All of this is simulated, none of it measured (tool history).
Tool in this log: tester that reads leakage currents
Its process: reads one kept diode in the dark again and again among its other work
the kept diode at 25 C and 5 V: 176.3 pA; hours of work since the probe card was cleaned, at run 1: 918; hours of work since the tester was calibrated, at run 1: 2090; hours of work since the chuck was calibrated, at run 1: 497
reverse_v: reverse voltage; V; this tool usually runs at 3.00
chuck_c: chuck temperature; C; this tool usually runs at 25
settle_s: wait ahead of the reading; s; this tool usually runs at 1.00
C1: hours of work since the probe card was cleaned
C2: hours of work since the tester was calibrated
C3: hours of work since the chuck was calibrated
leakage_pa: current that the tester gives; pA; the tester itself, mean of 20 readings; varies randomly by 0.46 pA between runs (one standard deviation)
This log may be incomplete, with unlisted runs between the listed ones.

{"run": 1, "hour": 0.0, "reverse_v": 3.0, "chuck_c": 25, "settle_s": 1.0, "C1": 918, "C2": 2090, "C3": 497, "leakage_pa": 141.94}
{"run": 2, "hour": 127.6, "reverse_v": 3.0, "chuck_c": 25, "settle_s": 1.0, "C1": 975, "C2": 2147, "C3": 553, "leakage_pa": 141.55}
{"hour": 343.8, "done": "chuck's temperature calibrated"}
{"run": 3, "hour": 345.4, "reverse_v": 3.0, "chuck_c": 25, "settle_s": 1.0, "C1": 1070, "C2": 2242, "C3": 1, "leakage_pa": 150.58}
{"run": 4, "hour": 494.1, "reverse_v": 1.49, "chuck_c": 25, "settle_s": 1.0, "C1": 1135, "C2": 2307, "C3": 66, "leakage_pa": 119.15}
{"run": 5, "hour": 670.3, "reverse_v": 1.49, "chuck_c": 25, "settle_s": 1.0, "C1": 1213, "C2": 2385, "C3": 144, "leakage_pa": 118.31}
{"run": 6, "hour": 826.8, "reverse_v": 1.49, "chuck_c": 25, "settle_s": 1.0, "C1": 1282, "C2": 2454, "C3": 213, "leakage_pa": 116.9}
{"run": 7, "hour": 987.4, "reverse_v": 3.0, "chuck_c": 25, "settle_s": 5.63, "C1": 1352, "C2": 2525, "C3": 284, "leakage_pa": 144.91}
{"run": 8, "hour": 1178.7, "reverse_v": 3.0, "chuck_c": 25, "settle_s": 5.63, "C1": 1437, "C2": 2609, "C3": 368, "leakage_pa": 143.32}
{"run": 9, "hour": 1347.1, "reverse_v": 3.0, "chuck_c": 25, "settle_s": 5.63, "C1": 1511, "C2": 2683, "C3": 442, "leakage_pa": 142.48}
{"hour": 1379.1, "done": "probe card cleaned and baked"}
{"run": 10, "hour": 1474.7, "reverse_v": 3.0, "chuck_c": 25, "settle_s": 2.25, "C1": 42, "C2": 2738, "C3": 497, "leakage_pa": 139.53}
{"run": 11, "hour": 1586.6, "reverse_v": 3.0, "chuck_c": 25, "settle_s": 2.25, "C1": 91, "C2": 2787, "C3": 546, "leakage_pa": 139.19}
{"hour": 1812.7, "done": "chuck's temperature calibrated"}
{"run": 12, "hour": 1846.6, "reverse_v": 3.0, "chuck_c": 25, "settle_s": 2.25, "C1": 205, "C2": 2901, "C3": 15, "leakage_pa": 149.35}
{"run": 13, "hour": 2121.6, "reverse_v": 13.65, "chuck_c": 40, "settle_s": 1.0, "C1": 326, "C2": 3022, "C3": 136, "leakage_pa": 896.71}
{"run": 14, "hour": 2369.7, "reverse_v": 4.39, "chuck_c": 25, "settle_s": 0.31, "C1": 435, "C2": 3131, "C3": 245, "leakage_pa": 165.58}
{"run": 15, "hour": 2507.4, "reverse_v": 4.39, "chuck_c": 25, "settle_s": 0.31, "C1": 496, "C2": 3192, "C3": 306, "leakage_pa": 164.83}
{"run": 16, "hour": 2713.0, "reverse_v": 11.56, "chuck_c": 39, "settle_s": 1.27, "C1": 587, "C2": 3282, "C3": 397, "leakage_pa": 759.01}
{"run": 17, "hour": 2855.8, "reverse_v": 1.41, "chuck_c": 31, "settle_s": 1.0, "C1": 650, "C2": 3345, "C3": 459, "leakage_pa": 192.6}
{"run": 18, "hour": 2991.9, "reverse_v": 1.1, "chuck_c": 37, "settle_s": 5.33, "C1": 710, "C2": 3405, "C3": 519, "leakage_pa": 299.49}
{"run": 19, "hour": 3137.8, "reverse_v": 1.13, "chuck_c": 23, "settle_s": 0.33, "C1": 774, "C2": 3470, "C3": 584, "leakage_pa": 85.36}
{"hour": 3273.7, "done": "chuck's temperature calibrated"}
{"run": 20, "hour": 3387.2, "reverse_v": 1.85, "chuck_c": 23, "settle_s": 2.04, "C1": 883, "C2": 3579, "C3": 50, "leakage_pa": 104.55}

5 options for the next run, each taken on its own from the tool as it stands now. Forecast them:
{"hour": 3598.7, "done": "tester calibrated"}
{"run": "A", "hour": 3599.9, "reverse_v": 8.03, "chuck_c": 25, "settle_s": 0.69, "C1": 976, "C2": 1, "C3": 143, "leakage_pa": "?"}
{"hour": 3598.7, "done": "tester calibrated"}
{"run": "B", "hour": 3599.9, "reverse_v": 3.0, "chuck_c": 25, "settle_s": 0.49, "C1": 976, "C2": 1, "C3": 143, "leakage_pa": "?"}
{"hour": 3598.7, "done": "tester calibrated"}
{"run": "C", "hour": 3599.9, "reverse_v": 3.0, "chuck_c": 55, "settle_s": 1.84, "C1": 976, "C2": 1, "C3": 143, "leakage_pa": "?"}
{"hour": 3598.7, "done": "tester calibrated"}
{"run": "D", "hour": 3599.9, "reverse_v": 3.05, "chuck_c": 42, "settle_s": 0.57, "C1": 976, "C2": 1, "C3": 143, "leakage_pa": "?"}
{"hour": 3598.7, "done": "tester calibrated"}
{"run": "E", "hour": 3599.9, "reverse_v": 3.02, "chuck_c": 23, "settle_s": 2.04, "C1": 976, "C2": 1, "C3": 143, "leakage_pa": "?"}

run=A leakage_pa=207.39
run=B leakage_pa=150.76
run=C leakage_pa=1896.59
run=D leakage_pa=668.25
run=E leakage_pa=123.68
Stripped of hidden state, with their random variation kept, the same runs would have yielded:
run=A leakage_pa=208.13
run=B leakage_pa=152.41
run=C leakage_pa=1924.75
run=D leakage_pa=678.30
run=E leakage_pa=124.87

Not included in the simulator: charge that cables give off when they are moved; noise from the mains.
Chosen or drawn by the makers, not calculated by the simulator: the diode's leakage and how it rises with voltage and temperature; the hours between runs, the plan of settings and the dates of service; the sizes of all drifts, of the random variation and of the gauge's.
